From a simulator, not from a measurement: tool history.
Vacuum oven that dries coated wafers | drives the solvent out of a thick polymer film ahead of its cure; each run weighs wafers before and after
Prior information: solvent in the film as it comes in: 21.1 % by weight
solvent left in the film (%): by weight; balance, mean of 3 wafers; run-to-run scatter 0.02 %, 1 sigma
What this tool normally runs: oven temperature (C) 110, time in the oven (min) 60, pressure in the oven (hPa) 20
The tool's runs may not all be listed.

run	hour	oven temperature (C)	time in the oven (min)	pressure in the oven (hPa)	solvent left in the film (%)
1	0	110	60	20	3.92
2	42.6	110	60	20	3.93
3	64.3	110	56	20	4.24
4	101.9	110	56	20	4.24
5	136.2	103	60	20	6.65
6	175	110	60	51.5	6.54
7	220.5	122	60	20	1.49
8	252.1	122	60	20	1.46
9	300.6	97	60	20	9.31
10	321.8	110	60	20	3.9
11	342.4	110	78	20	2.98
12	363.7	96	60	20	9.71
13	412.8	96	60	20	9.72
14	446.9	96	60	20	9.72
15	483.6	95	60	52.2	13.29
16	524.5	124	58	22.9	1.51
17	557.5	104	40	13	7.94
18	589.9	104	40	13	7.89
19	624.6	110	60	10.3	3.13
20	662.9	109	69	40.9	5.53

Estimate the outcome of run 21 from the log above:
21	699.2	116	66	43.1	?

Logged for run 21: solvent left in the film (%) 3.83.
Without the tool's hidden state the same run would have given solvent left in the film (%) 3.82.
